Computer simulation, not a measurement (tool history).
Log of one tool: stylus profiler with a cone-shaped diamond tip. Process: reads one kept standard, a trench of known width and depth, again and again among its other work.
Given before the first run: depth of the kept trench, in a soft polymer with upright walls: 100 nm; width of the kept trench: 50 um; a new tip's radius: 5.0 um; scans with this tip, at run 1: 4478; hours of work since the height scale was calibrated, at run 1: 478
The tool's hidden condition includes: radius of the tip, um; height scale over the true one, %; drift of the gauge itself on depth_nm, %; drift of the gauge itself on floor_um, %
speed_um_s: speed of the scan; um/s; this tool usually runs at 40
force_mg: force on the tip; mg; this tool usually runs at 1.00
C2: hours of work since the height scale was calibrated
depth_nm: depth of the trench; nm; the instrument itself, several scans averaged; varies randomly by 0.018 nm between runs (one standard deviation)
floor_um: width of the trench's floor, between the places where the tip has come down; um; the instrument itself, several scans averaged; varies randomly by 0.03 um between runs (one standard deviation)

{"run": 1, "day": 0.0, "speed_um_s": 40, "force_mg": 1.0, "scans with this tip": 4478, "C2": 478, "depth_nm": 101.03, "floor_um": 47.13}
{"run": 2, "day": 3.525, "speed_um_s": 33, "force_mg": 1.0, "scans with this tip": 4913, "C2": 525, "depth_nm": 101.06, "floor_um": 47.14}
{"run": 3, "day": 6.467, "speed_um_s": 33, "force_mg": 1.0, "scans with this tip": 5275, "C2": 563, "depth_nm": 101.03, "floor_um": 47.07}
{"run": 4, "day": 9.338, "speed_um_s": 33, "force_mg": 1.0, "scans with this tip": 5629, "C2": 601, "depth_nm": 101.04, "floor_um": 47.02}
{"run": 5, "day": 11.504, "speed_um_s": 33, "force_mg": 1.0, "scans with this tip": 5896, "C2": 630, "depth_nm": 101.06, "floor_um": 46.97}
{"run": 6, "day": 14.412, "speed_um_s": 33, "force_mg": 1.0, "scans with this tip": 6254, "C2": 668, "depth_nm": 101.08, "floor_um": 46.89}
{"run": 7, "day": 17.033, "speed_um_s": 40, "force_mg": 1.0, "scans with this tip": 6577, "C2": 702, "depth_nm": 101.07, "floor_um": 46.83}
{"run": 8, "day": 20.979, "speed_um_s": 40, "force_mg": 1.0, "scans with this tip": 7063, "C2": 754, "depth_nm": 101.1, "floor_um": 46.77}
{"run": 9, "day": 25.838, "speed_um_s": 40, "force_mg": 1.0, "scans with this tip": 7661, "C2": 818, "depth_nm": 101.11, "floor_um": 46.7}
{"run": 10, "day": 30.783, "speed_um_s": 40, "force_mg": 1.0, "scans with this tip": 8270, "C2": 883, "depth_nm": 101.11, "floor_um": 46.68}
{"run": 11, "day": 33.625, "speed_um_s": 40, "force_mg": 1.0, "scans with this tip": 8620, "C2": 921, "depth_nm": 101.1, "floor_um": 46.65}
{"run": 12, "day": 35.9, "speed_um_s": 40, "force_mg": 1.0, "scans with this tip": 8901, "C2": 950, "depth_nm": 101.15, "floor_um": 46.56}
{"run": 13, "day": 38.479, "speed_um_s": 40, "force_mg": 1.0, "scans with this tip": 9218, "C2": 984, "depth_nm": 101.1, "floor_um": 46.52}
{"run": 14, "day": 43.512, "speed_um_s": 40, "force_mg": 1.0, "scans with this tip": 9838, "C2": 1051, "depth_nm": 101.13, "floor_um": 46.49}
{"run": 15, "day": 45.746, "speed_um_s": 40, "force_mg": 2.24, "scans with this tip": 10113, "C2": 1080, "depth_nm": 101.81, "floor_um": 46.6}
{"run": 16, "day": 48.117, "speed_um_s": 19, "force_mg": 0.43, "scans with this tip": 10406, "C2": 1111, "depth_nm": 100.74, "floor_um": 46.47}
{"run": 17, "day": 51.417, "speed_um_s": 101, "force_mg": 0.37, "scans with this tip": 10812, "C2": 1155, "depth_nm": 100.71, "floor_um": 45.36}

The next listed run, before its measurement:
{"run": 18, "day": 55.479, "speed_um_s": 131, "force_mg": 0.42, "scans with this tip": 11313, "C2": 1208, "depth_nm": "?", "floor_um": "?"}

{"run 18": {"depth_nm": 100.77, "floor_um": 44.98}}
The same run, on a tool lacking any hidden state, would have yielded depth_nm 100.54 nm, floor_um 46.32 um.
